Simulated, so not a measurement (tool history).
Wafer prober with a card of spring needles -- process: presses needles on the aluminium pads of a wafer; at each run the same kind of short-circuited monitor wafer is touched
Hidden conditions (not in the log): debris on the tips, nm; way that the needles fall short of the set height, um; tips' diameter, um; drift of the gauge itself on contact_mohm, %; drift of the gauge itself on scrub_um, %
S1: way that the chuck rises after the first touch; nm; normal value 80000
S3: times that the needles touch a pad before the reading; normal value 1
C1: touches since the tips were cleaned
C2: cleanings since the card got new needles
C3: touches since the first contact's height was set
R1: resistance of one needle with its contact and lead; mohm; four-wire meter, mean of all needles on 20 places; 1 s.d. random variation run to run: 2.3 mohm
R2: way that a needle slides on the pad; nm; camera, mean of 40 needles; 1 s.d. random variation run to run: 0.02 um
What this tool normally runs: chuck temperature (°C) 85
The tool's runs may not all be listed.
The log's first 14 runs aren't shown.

-- hour=127 tips cleaned on abrasive film
run 15 hour=132 | S1=80000 chuck_temperature_(°C)=59 S3=1 | C1=1618 C2=7 C3=57936 | R1=257 R2=20320
run 16 hour=144 | S1=80000 chuck_temperature_(°C)=59 S3=2 | C1=5575 C2=7 C3=61893 | R1=259 R2=20310
-- hour=151.1 tips cleaned on abrasive film
run 17 hour=151.1 | S1=80000 chuck_temperature_(°C)=85 S3=1 | C1=0 C2=8 C3=64177 | R1=256 R2=20290
run 18 hour=156.7 | S1=80000 chuck_temperature_(°C)=85 S3=1 | C1=1859 C2=8 C3=66036 | R1=262 R2=20250
run 19 hour=163.8 | S1=80000 chuck_temperature_(°C)=85 S3=1 | C1=4194 C2=8 C3=68371 | R1=268 R2=20260
run 20 hour=172.5 | S1=80000 chuck_temperature_(°C)=28 S3=2 | C1=7042 C2=8 C3=71219 | R1=254 R2=20240
-- hour=174.7 tips cleaned on abrasive film
run 21 hour=181.2 | S1=80000 chuck_temperature_(°C)=28 S3=2 | C1=2131 C2=9 C3=74054 | R1=253 R2=20260
-- hour=183.6 height of the first contact set anew
run 22 hour=193.7 | S1=80000 chuck_temperature_(°C)=28 S3=2 | C1=6140 C2=9 C3=3317 | R1=255 R2=20460
-- hour=199 tips cleaned on abrasive film
run 23 hour=200.1 | S1=80000 chuck_temperature_(°C)=28 S3=2 | C1=360 C2=10 C3=5392 | R1=242 R2=20430
run 24 hour=211.1 | S1=80000 chuck_temperature_(°C)=28 S3=2 | C1=3955 C2=10 C3=8987 | R1=253 R2=20400
run 25 hour=217.6 | S1=63000 chuck_temperature_(°C)=31 S3=2 | C1=6091 C2=10 C3=11123 | R1=259 R2=16080
-- hour=222.8 tips cleaned on abrasive film
run 26 hour=228.6 | S1=94000 chuck_temperature_(°C)=27 S3=1 | C1=1899 C2=11 C3=14710 | R1=250 R2=23970
run 27 hour=240.6 | S1=94000 chuck_temperature_(°C)=27 S3=1 | C1=5852 C2=11 C3=18663 | R1=251 R2=23980
-- hour=247.2 tips cleaned on abrasive film
run 28 hour=249.7 | S1=94000 chuck_temperature_(°C)=27 S3=1 | C1=839 C2=12 C3=21615 | R1=249 R2=23940
run 29 hour=260.4 | S1=94000 chuck_temperature_(°C)=27 S3=1 | C1=4351 C2=12 C3=25127 | R1=253 R2=23950
run 30 hour=267 | S1=95000 chuck_temperature_(°C)=85 S3=1 | C1=6504 C2=12 C3=27280 | R1=271 R2=24150
-- hour=271.2 tips cleaned on abrasive film
run 31 hour=276.3 | S1=95000 chuck_temperature_(°C)=85 S3=1 | C1=1662 C2=13 C3=30297 | R1=266 R2=24190
run 32 hour=287.3 | S1=69000 chuck_temperature_(°C)=85 S3=1 | C1=5298 C2=13 C3=33933 | R1=279 R2=17510
run 33 hour=293.6 | S1=70000 chuck_temperature_(°C)=69 S3=1 | C1=7355 C2=13 C3=35990 | R1=276 R2=17770
-- hour=295.3 tips cleaned on abrasive film
run 34 hour=304.8 | S1=72000 chuck_temperature_(°C)=69 S3=2 | C1=3123 C2=14 C3=39653 | R1=265 R2=18310

4 ways to go on from here, each from the tool as it stands after run 34. What would each give?
run A hour=312 | S1=84000 chuck_temperature_(°C)=85 S3=1 | C1=5484 C2=14 C3=42014 | R1=? R2=?
run B hour=312 | S1=84000 chuck_temperature_(°C)=102 S3=3 | C1=5484 C2=14 C3=42014 | R1=? R2=?
run C hour=312 | S1=73000 chuck_temperature_(°C)=69 S3=2 | C1=5484 C2=14 C3=42014 | R1=? R2=?
run D hour=312 | S1=63000 chuck_temperature_(°C)=67 S3=2 | C1=5484 C2=14 C3=42014 | R1=? R2=?

run=A R1=274 R2=21370
run=B R1=264 R2=21350
run=C R1=267 R2=18520
run=D R1=267 R2=15950
With no hidden state in the tool, these same runs would have given:
run=A R1=259 R2=21490
run=B R1=259 R2=21470
run=C R1=256 R2=18640
run=D R1=253 R2=16070
